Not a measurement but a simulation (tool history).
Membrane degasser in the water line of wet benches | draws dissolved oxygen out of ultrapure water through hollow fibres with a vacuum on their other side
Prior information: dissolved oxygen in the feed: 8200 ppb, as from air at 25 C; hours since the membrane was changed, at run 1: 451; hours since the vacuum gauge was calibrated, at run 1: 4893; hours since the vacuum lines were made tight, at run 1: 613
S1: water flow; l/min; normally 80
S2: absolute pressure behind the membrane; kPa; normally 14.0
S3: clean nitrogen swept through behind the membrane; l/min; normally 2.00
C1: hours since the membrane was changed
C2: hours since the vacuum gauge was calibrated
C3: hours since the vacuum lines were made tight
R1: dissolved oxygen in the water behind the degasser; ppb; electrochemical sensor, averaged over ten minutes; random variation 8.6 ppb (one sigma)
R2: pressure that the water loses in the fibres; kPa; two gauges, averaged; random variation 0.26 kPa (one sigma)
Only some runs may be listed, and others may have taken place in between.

run    hour   S1    S2    S3    C1    C2    C3      R1      R2
  1     0.0   80  14.0  2.00   451  4893   613   863.8   69.47
  2    27.2   80  14.0  2.00   479  4920   640   862.2   69.39
  3    61.1   80  14.0  2.00   513  4954   674   850.8   69.31
  4    98.6   80  14.0  2.00   550  4992   712   845.2   69.14
  5   152.6   80  14.0  2.00   604  5045   765   872.7   69.17
      208.9  -- vacuum gauge calibrated
  6   211.7   80  14.0  2.00   663     3   824   880.0   69.01
  7   249.4   80  14.0  2.00   700    41   862   870.1   68.87
  8   275.9   80  14.0  2.00   727    67   888   855.1   68.95
  9   303.0   80  14.0  2.00   754    94   915   846.0   69.19
 10   349.0   64  14.0  2.00   800   140   961   714.4   55.00
 11   388.7   80  14.0  2.00   840   180  1001   867.2   68.48
 12   414.1   80  14.0  2.00   865   205  1027   874.0   69.05
 13   471.2   80  14.0  2.00   922   262  1084   867.3   68.27
 14   502.1   80  14.0  2.00   953   293  1114   857.8   68.17
 15   542.2   80  14.0  2.00   993   333  1155   850.2   68.69
 16   598.7   80  14.0  2.00  1050   390  1211   857.7   68.09
 17   644.6   80  14.0  2.00  1096   436  1257   854.0   68.00
 18   690.6   80  14.0  2.72  1142   482  1303   692.1   67.97
 19   751.0   66  34.9  2.00  1202   542  1363  1794.5   55.85
 20   800.1   91  10.2  1.51  1251   591  1413   818.9   77.21
      835.6  -- gauge calibrated
 21   855.7   50  12.4  2.36  1307   647  1468   426.5   43.05
 22   892.0   85  19.6  1.83  1343   683  1504  1346.6   73.61
 23   943.0  109  11.6  5.32  1394   734  1555   507.7   93.86
 24   984.4  113  11.6  4.16  1435   776  1597   628.6   97.93
 25  1014.7  113  11.6  4.16  1466   806  1627   610.3   98.05
 26  1073.2   82  28.7  2.00  1524   864  1686  1763.4   70.74
 27  1105.7  119  10.5  2.19  1557   897  1718   848.2  102.19
 28  1153.5   84  27.2  2.00  1604   945  1766  1707.5   72.20
 29  1189.9  103  14.0  2.00  1641   981  1802  1062.5   88.18
 30  1240.2  103  14.0  2.00  1691  1031  1853  1062.6   88.73
 31  1271.0   52  25.1  1.84  1722  1062  1883  1185.7   44.81

Hidden state or all else? Some run-to-run changes of R2, split into what the settings, what came in and random variation would give without the hidden state, and what is left for the hidden state (with any gauge scatter that isn't in both results):
Hidden state present: membrane still open, %; true pressure behind the membrane over the reading, kPa; air that leaks in behind the membrane, l/min; drift of the gauge itself on oxygen_ppb, %; drift of the gauge itself on loss_of_pressure_kpa, %.
Run 19 -> 20: S1 66 -> 91, S2 34.9 -> 10.2, S3 2.00 -> 1.51. R2 +21.36 kPa: hidden state -0.49, all else +21.85.
Run 20 -> 21: S1 91 -> 50, S2 10.2 -> 12.4, S3 1.51 -> 2.36, gauge calibrated. R2 -34.16 kPa: hidden state +1.52, all else -35.68.
Run 26 -> 27: S1 82 -> 119, S2 28.7 -> 10.5, S3 2.00 -> 2.19. R2 +31.45 kPa: hidden state -0.25, all else +31.70.
Run 30 -> 31: S1 103 -> 52, S2 14.0 -> 25.1, S3 2.00 -> 1.84. R2 -43.92 kPa: hidden state +0.39, all else -44.31.
